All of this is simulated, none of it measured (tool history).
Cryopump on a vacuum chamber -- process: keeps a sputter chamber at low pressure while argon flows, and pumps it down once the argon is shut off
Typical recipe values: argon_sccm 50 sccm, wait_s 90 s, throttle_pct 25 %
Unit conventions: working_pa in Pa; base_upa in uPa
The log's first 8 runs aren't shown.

run,hour,argon_sccm,wait_s,throttle_pct,working_pa,base_upa
9,350.7,50,229,25,0.1953,0.89
10,410.9,50,229,25,0.1956,0.94
11,478.2,50,229,25,0.1975,0.89
12,543.8,50,229,25,0.1956,0.92
# hour 591.3: pump warmed up, emptied and cooled again
13,594.6,50,229,25,0.1881,0.85
14,646.4,50,90,32,0.1471,1.02
15,683.7,50,90,32,0.1467,1.04
16,739.7,50,90,32,0.1476,1.06
17,808.2,69,123,41,0.1598,1
18,843.4,92,24,35,0.2494,2.03
19,894.4,63,66,35,0.1705,1.21
20,956.2,63,66,35,0.171,1.22
21,1012.6,69,57,53,0.1252,1.27
22,1068.9,58,90,18,0.3039,1.1
23,1132.6,58,90,18,0.304,1.09
24,1181,21,76,18,0.1117,1.21
25,1244.7,21,76,18,0.1096,1.25
26,1305.3,21,76,18,0.111,1.18
27,1367.7,25,90,25,0.096,1.09
28,1412.8,25,50,17,0.1391,1.42
29,1476.7,52,36,44,0.1161,1.7
30,1508.9,52,36,44,0.1152,1.7

Estimate the outcome of run 31 from the log above:
31,1563.4,63,134,31,?,?

working_pa: 0.1982 Pa
base_upa: 1.08 uPa
With no hidden state in the tool, this same run would have given working_pa 0.1912 Pa, base_upa 0.41 uPa.
